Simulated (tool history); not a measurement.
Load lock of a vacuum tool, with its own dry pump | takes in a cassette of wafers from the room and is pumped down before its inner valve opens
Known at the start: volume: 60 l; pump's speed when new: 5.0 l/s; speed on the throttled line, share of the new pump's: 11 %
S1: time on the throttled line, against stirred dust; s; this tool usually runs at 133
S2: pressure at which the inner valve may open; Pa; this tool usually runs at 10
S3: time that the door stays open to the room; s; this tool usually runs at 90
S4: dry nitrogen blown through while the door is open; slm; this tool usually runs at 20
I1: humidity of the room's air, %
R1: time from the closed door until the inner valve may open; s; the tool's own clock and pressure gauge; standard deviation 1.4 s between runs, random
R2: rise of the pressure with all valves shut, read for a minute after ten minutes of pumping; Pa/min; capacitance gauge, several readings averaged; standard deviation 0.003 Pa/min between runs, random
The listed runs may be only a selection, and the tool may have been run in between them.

run    hour   S1  S2   S3  S4    I1     R1     R2
  1       0  133  10   90  20  44.4  237.4  0.125
  2   350.8  246  10   90  20  50.2  339.6  0.146
  3   832.8  246  10   90  20  43.8  336.3  0.163
  4  1097.6  246  10   90  20  46.8  332.9  0.178
  5  1488.1  133  10   90  20  46.4  238.9  0.197
  6  1745.4  133  10   90  20  40.9  238.4  0.209
  7    2171  133  13   27  20  43.2    236  0.211
  8  2412.2   96  13  157   7  43.1    206  0.312
  9  2625.1   96  13  157   7  44.4  206.6  0.313
 10  3025.1   96  13  157   7  45.6  207.4  0.348

Here are 3 independent what-if runs from the current tool condition. What would each one return?
  A  3488.4  119  10   90  20    42   ?   ?
  B  3488.4  123  13   90  19  43.9   ?   ?
  C  3488.4   95  14  123   7  41.3   ?   ?

run     R1     R2
  A  232.6  0.319
  B    231  0.326
  C  205.8   0.36
With the hidden condition removed and each run's random variation left untouched, the same runs would have given:
run     R1     R2
  A  217.8  0.044
  B  216.8  0.043
  C  191.5  0.081

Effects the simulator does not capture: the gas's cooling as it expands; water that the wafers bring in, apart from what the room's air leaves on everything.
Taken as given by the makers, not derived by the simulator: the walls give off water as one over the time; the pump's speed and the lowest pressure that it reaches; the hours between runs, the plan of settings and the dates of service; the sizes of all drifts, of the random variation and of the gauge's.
